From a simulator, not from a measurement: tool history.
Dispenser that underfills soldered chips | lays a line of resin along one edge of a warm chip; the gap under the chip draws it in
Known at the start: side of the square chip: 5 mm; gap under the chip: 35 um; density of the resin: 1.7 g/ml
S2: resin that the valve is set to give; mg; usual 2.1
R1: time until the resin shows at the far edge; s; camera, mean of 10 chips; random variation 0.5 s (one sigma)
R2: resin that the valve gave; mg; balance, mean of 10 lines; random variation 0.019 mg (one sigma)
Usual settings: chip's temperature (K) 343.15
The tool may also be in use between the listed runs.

{"run": 1, "day": 0.0, "chip's temperature (K)": 343.15, "S2": 2.1, "R1": 54.4, "R2": 1.91}
{"run": 2, "day": 0.242, "chip's temperature (K)": 343.15, "S2": 2.08, "R1": 66.5, "R2": 1.9}
{"day": 0.304, "done": "new syringe of resin"}
{"run": 3, "day": 0.483, "chip's temperature (K)": 343.15, "S2": 2.1, "R1": 44.4, "R2": 1.95}
{"run": 4, "day": 0.75, "chip's temperature (K)": 343.15, "S2": 2.1, "R1": 55.3, "R2": 1.91}
{"day": 1.062, "done": "new syringe of resin"}
{"run": 5, "day": 1.062, "chip's temperature (K)": 343.15, "S2": 2.1, "R1": 39.3, "R2": 1.91}
{"run": 6, "day": 1.229, "chip's temperature (K)": 343.15, "S2": 1.94, "R1": 46.2, "R2": 1.75}
{"day": 1.35, "done": "dispensing valve cleaned and set on the balance"}
{"run": 7, "day": 1.571, "chip's temperature (K)": 343.15, "S2": 1.94, "R1": 56.5, "R2": 1.92}
{"run": 8, "day": 1.775, "chip's temperature (K)": 343.15, "S2": 1.94, "R1": 64.6, "R2": 1.96}
{"day": 1.846, "done": "new syringe of resin"}
{"run": 9, "day": 2.188, "chip's temperature (K)": 343.15, "S2": 2.1, "R1": 50.1, "R2": 2.03}
{"run": 10, "day": 2.475, "chip's temperature (K)": 341.15, "S2": 2.1, "R1": 68.8, "R2": 2.07}
{"day": 2.583, "done": "new syringe of resin"}
{"run": 11, "day": 2.875, "chip's temperature (K)": 343.15, "S2": 2.1, "R1": 48.7, "R2": 2.07}
{"run": 12, "day": 3.258, "chip's temperature (K)": 343.15, "S2": 2.1, "R1": 64.1, "R2": 2.04}
{"day": 3.342, "done": "new syringe of resin"}
{"run": 13, "day": 3.671, "chip's temperature (K)": 341.15, "S2": 2.1, "R1": 53.6, "R2": 2.01}
{"run": 14, "day": 3.996, "chip's temperature (K)": 343.15, "S2": 2.1, "R1": 61.5, "R2": 2.01}
{"day": 4.092, "done": "new syringe of resin"}
{"run": 15, "day": 4.196, "chip's temperature (K)": 343.15, "S2": 2.1, "R1": 40.7, "R2": 2.04}
{"run": 16, "day": 4.421, "chip's temperature (K)": 343.15, "S2": 2.1, "R1": 50.4, "R2": 2}
{"run": 17, "day": 4.742, "chip's temperature (K)": 343.15, "S2": 2.1, "R1": 63, "R2": 2}
{"day": 4.838, "done": "new syringe of resin"}
{"run": 18, "day": 5.133, "chip's temperature (K)": 329.15, "S2": 2.1, "R1": 82.4, "R2": 2.01}
{"run": 19, "day": 5.375, "chip's temperature (K)": 329.15, "S2": 2.1, "R1": 101.5, "R2": 2.04}
{"day": 5.6, "done": "new syringe of resin"}
{"run": 20, "day": 5.746, "chip's temperature (K)": 329.15, "S2": 1.88, "R1": 80.3, "R2": 1.8}
{"run": 21, "day": 5.946, "chip's temperature (K)": 329.15, "S2": 1.88, "R1": 95.3, "R2": 1.79}
{"run": 22, "day": 6.179, "chip's temperature (K)": 333.15, "S2": 2.51, "R1": 91.4, "R2": 2.38}
{"day": 6.333, "done": "new syringe of resin"}
{"run": 23, "day": 6.371, "chip's temperature (K)": 342.15, "S2": 2.31, "R1": 40.7, "R2": 2.21}
{"run": 24, "day": 6.638, "chip's temperature (K)": 342.15, "S2": 2.31, "R1": 49, "R2": 2.15}
{"run": 25, "day": 6.983, "chip's temperature (K)": 342.15, "S2": 2.31, "R1": 64.4, "R2": 2.16}
{"day": 7.079, "done": "new syringe of resin"}
{"run": 26, "day": 7.404, "chip's temperature (K)": 342.15, "S2": 2.31, "R1": 49.4, "R2": 2.15}
{"run": 27, "day": 7.767, "chip's temperature (K)": 346.15, "S2": 2.44, "R1": 54.4, "R2": 2.3}
{"day": 7.821, "done": "new syringe of resin"}
{"run": 28, "day": 7.946, "chip's temperature (K)": 339.15, "S2": 2.56, "R1": 47.9, "R2": 2.38}
{"run": 29, "day": 8.171, "chip's temperature (K)": 356.15, "S2": 1.95, "R1": 31.4, "R2": 1.84}
{"run": 30, "day": 8.392, "chip's temperature (K)": 338.15, "S2": 2.1, "R1": 73.6, "R2": 1.94}
{"day": 8.579, "done": "new syringe of resin"}
{"run": 31, "day": 8.658, "chip's temperature (K)": 338.15, "S2": 2.1, "R1": 50.3, "R2": 1.97}
{"run": 32, "day": 8.858, "chip's temperature (K)": 338.15, "S2": 2.1, "R1": 57.1, "R2": 1.92}
{"run": 33, "day": 9.058, "chip's temperature (K)": 338.15, "S2": 2.1, "R1": 67.7, "R2": 1.92}
{"day": 9.312, "done": "new syringe of resin"}
{"run": 34, "day": 9.346, "chip's temperature (K)": 338.15, "S2": 2.1, "R1": 47.4, "R2": 1.9}
{"run": 35, "day": 9.529, "chip's temperature (K)": 351.15, "S2": 2.32, "R1": 32.2, "R2": 2.14}

Some steps in R1 between neighbouring runs. How much of each would the tool show without its hidden state too (settings, what came in, random variation), and how much is left for the hidden state, with any gauge scatter that isn't in both results?
The hidden state here: resin's viscosity, % of fresh resin's; dose that the valve gives, % of what is set; true chip temperature over the reading, C; drift of the gauge itself on fill_s, %; drift of the gauge itself on given_mg, %.
Run 19 -> 20: S2 2.1 -> 1.88, new syringe of resin. R1 -21.2 s: hidden state -21.6, all else +0.4.
Run 22 -> 23: chip's temperature (K) 333.15 -> 342.15, S2 2.51 -> 2.31, new syringe of resin. R1 -50.7 s: hidden state -31.7, all else -19.
Run 29 -> 30: chip's temperature (K) 356.15 -> 338.15, S2 1.95 -> 2.1. R1 +42.2 s: hidden state +17.4, all else +24.8.
Run 30 -> 31: new syringe of resin. R1 -23.3 s: hidden state -23.8, all else +0.5.

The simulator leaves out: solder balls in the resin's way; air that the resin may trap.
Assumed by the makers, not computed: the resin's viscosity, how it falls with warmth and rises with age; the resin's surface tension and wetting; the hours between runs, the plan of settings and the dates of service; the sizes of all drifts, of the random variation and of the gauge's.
